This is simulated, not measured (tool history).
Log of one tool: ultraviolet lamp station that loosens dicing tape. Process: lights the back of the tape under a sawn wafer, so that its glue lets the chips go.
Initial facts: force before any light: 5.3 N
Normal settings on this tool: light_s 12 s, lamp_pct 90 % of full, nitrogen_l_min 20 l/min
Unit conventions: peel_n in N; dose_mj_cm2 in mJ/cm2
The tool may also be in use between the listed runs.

run	hour	light_s	lamp_pct	nitrogen_l_min	peel_n	dose_mj_cm2
1	0.0	12	90	20	1.050	320
2	12.9	12	92	20	1.052	326
# hour 32.1: window cleaned of glue's vapour
3	40.1	12	90	20	0.920	362
4	57.9	16	90	20	0.592	466
5	83.2	18	90	20	0.490	525
6	110.3	12	90	17	1.002	343
7	128.1	22	72	12	0.696	486
8	153.9	12	68	26	1.386	245
9	178.3	12	73	8	1.923	264
# hour 183.5: lamp changed
10	199.8	9	74	8	1.840	262
11	228.0	9	74	8	1.884	256

5 options for the next run, each taken on its own from the tool as it stands now. Forecast them:
A	254.6	13	90	21	?	?
B	254.6	9	90	7	?	?
C	254.6	12	90	6	?	?
D	254.6	13	74	36	?	?
E	254.6	22	82	6	?	?

run	peel_n	dose_mj_cm2
A	0.613	445
B	1.646	307
C	1.261	411
D	0.685	369
E	0.549	689
Had the tool no hidden state, the same runs would have come out as:
run	peel_n	dose_mj_cm2
A	0.504	500
B	1.439	345
C	1.074	462
D	0.563	414
E	0.452	774
